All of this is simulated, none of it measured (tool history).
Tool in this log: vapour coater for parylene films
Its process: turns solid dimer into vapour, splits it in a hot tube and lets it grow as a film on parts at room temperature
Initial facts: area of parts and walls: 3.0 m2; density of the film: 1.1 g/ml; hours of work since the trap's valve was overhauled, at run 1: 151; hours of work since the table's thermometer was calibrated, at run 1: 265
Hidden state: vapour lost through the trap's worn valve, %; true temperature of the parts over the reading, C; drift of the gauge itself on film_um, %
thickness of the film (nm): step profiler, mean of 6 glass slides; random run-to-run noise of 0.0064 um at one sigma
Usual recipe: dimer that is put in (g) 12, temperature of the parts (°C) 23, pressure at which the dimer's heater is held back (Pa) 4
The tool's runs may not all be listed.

run,day,dimer that is put in (g),temperature of the parts (°C),pressure at which the dimer's heater is held back (Pa),hours of work since the trap's valve was overhauled,hours of work since the table's thermometer was calibrated,thickness of the film (nm)
1,0,12,23,4,151,265,1759
2,2.896,12,23,4,197,311,1750
3,4.488,12,23,4,222,336,1720
# day 5.188: trap's valve overhauled
4,6.983,12,23,4,28,373,1809
5,9.042,12,23,4,61,405,1794
6,11.396,12,19,4,98,442,2055
7,14.217,12,19,4,143,487,2028
8,15.817,12,19,4,168,512,2018
9,17.5,12,19,4,195,539,2014
# day 19.983: trap's valve overhauled
10,19.983,12,19,4,0,575,2118
# day 20.333: table's thermometer calibrated
11,23.242,12,19,4,51,46,2102
12,24.792,12,23,4,75,70,1799
13,28.2,12,32,4,129,124,1275
14,30.479,15,28,6.94,165,160,1595

What will run 15 give?
# day 31.892: table's thermometer calibrated, once more
15,32.467,15,28,6.94,196,9,?

Logged for run 15: thickness of the film (nm) 1573.
Take away the tool's hidden state, keep the run-to-run variation as it was, and the same run would have given thickness of the film (nm) 1657.
